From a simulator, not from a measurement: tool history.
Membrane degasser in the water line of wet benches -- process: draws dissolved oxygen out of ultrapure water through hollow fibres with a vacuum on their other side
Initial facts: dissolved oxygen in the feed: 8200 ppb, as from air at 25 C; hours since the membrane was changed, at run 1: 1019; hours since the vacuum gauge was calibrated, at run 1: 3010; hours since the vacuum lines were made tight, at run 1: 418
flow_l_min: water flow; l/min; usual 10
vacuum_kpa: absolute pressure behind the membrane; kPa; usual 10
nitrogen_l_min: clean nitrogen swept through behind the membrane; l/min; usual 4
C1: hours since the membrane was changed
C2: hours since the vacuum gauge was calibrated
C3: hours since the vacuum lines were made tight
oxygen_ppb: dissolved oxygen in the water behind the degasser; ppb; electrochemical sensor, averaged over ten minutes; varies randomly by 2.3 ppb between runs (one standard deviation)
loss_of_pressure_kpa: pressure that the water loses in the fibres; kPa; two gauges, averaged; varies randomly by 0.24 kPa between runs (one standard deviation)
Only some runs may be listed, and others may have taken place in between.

{"run": 1, "hour": 0.0, "flow_l_min": 10, "vacuum_kpa": 10, "nitrogen_l_min": 4, "C1": 1019, "C2": 3010, "C3": 418, "oxygen_ppb": 240.6, "loss_of_pressure_kpa": 64.01}
{"run": 2, "hour": 178.7, "flow_l_min": 10, "vacuum_kpa": 6.8, "nitrogen_l_min": 4, "C1": 1198, "C2": 3189, "C3": 596, "oxygen_ppb": 225.9, "loss_of_pressure_kpa": 64.27}
{"run": 3, "hour": 366.8, "flow_l_min": 9, "vacuum_kpa": 10, "nitrogen_l_min": 4, "C1": 1386, "C2": 3377, "C3": 784, "oxygen_ppb": 209, "loss_of_pressure_kpa": 57.96}
{"run": 4, "hour": 529.1, "flow_l_min": 9, "vacuum_kpa": 10, "nitrogen_l_min": 4, "C1": 1548, "C2": 3539, "C3": 947, "oxygen_ppb": 209.3, "loss_of_pressure_kpa": 57.96}
{"hour": 688.6, "done": "vacuum gauge calibrated"}
{"run": 5, "hour": 717.4, "flow_l_min": 9, "vacuum_kpa": 10, "nitrogen_l_min": 4, "C1": 1736, "C2": 29, "C3": 1134, "oxygen_ppb": 216.9, "loss_of_pressure_kpa": 58.38}
{"run": 6, "hour": 906.7, "flow_l_min": 9, "vacuum_kpa": 10, "nitrogen_l_min": 4, "C1": 1925, "C2": 218, "C3": 1324, "oxygen_ppb": 217, "loss_of_pressure_kpa": 58.32}
{"run": 7, "hour": 1155.1, "flow_l_min": 10, "vacuum_kpa": 10, "nitrogen_l_min": 4, "C1": 2174, "C2": 466, "C3": 1572, "oxygen_ppb": 251.8, "loss_of_pressure_kpa": 65.23}
{"run": 8, "hour": 1292.9, "flow_l_min": 10, "vacuum_kpa": 10, "nitrogen_l_min": 4, "C1": 2312, "C2": 604, "C3": 1710, "oxygen_ppb": 252.1, "loss_of_pressure_kpa": 64.96}
{"hour": 1374.4, "done": "vacuum gauge calibrated, once more"}
{"run": 9, "hour": 1534.2, "flow_l_min": 10, "vacuum_kpa": 23.4, "nitrogen_l_min": 4, "C1": 2552, "C2": 160, "C3": 1951, "oxygen_ppb": 330.4, "loss_of_pressure_kpa": 65.01}
{"run": 10, "hour": 1773.4, "flow_l_min": 10, "vacuum_kpa": 23.4, "nitrogen_l_min": 4, "C1": 2792, "C2": 399, "C3": 2190, "oxygen_ppb": 330.8, "loss_of_pressure_kpa": 65.4}
{"run": 11, "hour": 1948.6, "flow_l_min": 10, "vacuum_kpa": 23.4, "nitrogen_l_min": 4, "C1": 2967, "C2": 574, "C3": 2365, "oxygen_ppb": 333.7, "loss_of_pressure_kpa": 65.47}
{"run": 12, "hour": 2155.8, "flow_l_min": 10, "vacuum_kpa": 13.4, "nitrogen_l_min": 4, "C1": 3174, "C2": 781, "C3": 2572, "oxygen_ppb": 272.8, "loss_of_pressure_kpa": 65.31}
{"run": 13, "hour": 2258.2, "flow_l_min": 7, "vacuum_kpa": 13.4, "nitrogen_l_min": 4, "C1": 3276, "C2": 884, "C3": 2675, "oxygen_ppb": 168.1, "loss_of_pressure_kpa": 46.02}
{"run": 14, "hour": 2504.8, "flow_l_min": 10, "vacuum_kpa": 10, "nitrogen_l_min": 6.21, "C1": 3523, "C2": 1130, "C3": 2921, "oxygen_ppb": 248.3, "loss_of_pressure_kpa": 66.15}
{"run": 15, "hour": 2727.9, "flow_l_min": 10, "vacuum_kpa": 10, "nitrogen_l_min": 6.21, "C1": 3746, "C2": 1354, "C3": 3145, "oxygen_ppb": 245.2, "loss_of_pressure_kpa": 65.72}
{"run": 16, "hour": 2895.6, "flow_l_min": 10, "vacuum_kpa": 10, "nitrogen_l_min": 6.21, "C1": 3914, "C2": 1521, "C3": 3312, "oxygen_ppb": 239.5, "loss_of_pressure_kpa": 66.31}
{"run": 17, "hour": 3104.6, "flow_l_min": 10, "vacuum_kpa": 10, "nitrogen_l_min": 6.21, "C1": 4123, "C2": 1730, "C3": 3521, "oxygen_ppb": 247.8, "loss_of_pressure_kpa": 66.34}

The next listed run, before its measurement:
{"run": 18, "hour": 3249.7, "flow_l_min": 9, "vacuum_kpa": 8.6, "nitrogen_l_min": 4.22, "C1": 4268, "C2": 1875, "C3": 3666, "oxygen_ppb": "?", "loss_of_pressure_kpa": "?"}

oxygen_ppb: 221.4 ppb
loss_of_pressure_kpa: 59.49 kPa
If the tool had no hidden condition, the same run with the same run-to-run variation would have returned oxygen_ppb 191.5 ppb, loss_of_pressure_kpa 57.01 kPa.
